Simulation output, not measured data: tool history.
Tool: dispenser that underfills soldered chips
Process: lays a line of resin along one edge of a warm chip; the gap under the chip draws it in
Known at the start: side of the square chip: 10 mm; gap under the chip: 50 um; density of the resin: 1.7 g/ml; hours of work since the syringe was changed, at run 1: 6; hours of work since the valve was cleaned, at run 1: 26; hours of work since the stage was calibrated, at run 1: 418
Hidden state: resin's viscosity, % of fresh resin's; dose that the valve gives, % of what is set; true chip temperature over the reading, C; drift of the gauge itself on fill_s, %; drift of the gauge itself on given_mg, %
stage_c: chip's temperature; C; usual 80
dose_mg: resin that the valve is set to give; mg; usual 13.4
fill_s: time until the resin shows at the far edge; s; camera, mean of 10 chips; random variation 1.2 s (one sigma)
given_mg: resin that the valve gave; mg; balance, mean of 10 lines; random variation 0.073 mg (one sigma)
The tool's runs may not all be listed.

run  hour  stage_c  dose_mg  hours of work since the syringe was changed  hours of work since the valve was cleaned  hours of work since the stage was calibrated  fill_s  given_mg
  1   0.0       80     13.4                                            6                                         26                                           418   158.6     13.12
      2.5  -- new syringe of resin
     12.9  -- new syringe of resin
  2  12.9       80     17.1                                            0                                         36                                           427   103.7     16.50
  3  20.1       80     17.1                                            6                                         41                                           433   149.9     16.49
     23.5  -- new syringe of resin
  4  30.3       80     13.4                                            5                                         49                                           440   147.0     12.68
     33.7  -- new syringe of resin
  5  40.8       80     13.4                                            5                                         57                                           448   141.6     12.77
     44.0  -- new syringe of resin
  6  49.0       80     13.4                                            4                                         63                                           454   136.7     12.75
     54.7  -- new syringe of resin
  7  62.0       80     13.4                                            6                                         72                                           464   146.7     12.46
     65.5  -- new syringe of resin
  8  69.7       73     14.8                                            3                                         78                                           469   161.4     13.72

Run 9 comes next. What will it give?
     75.6  -- new syringe of resin
  9  77.4       77     12.8                                            1                                         84                                           475       ?         ?

fill_s: 126.9 s
given_mg: 11.94 mg
Without the tool's hidden state the same run would have given fill_s 126.2 s, given_mg 12.87 mg.
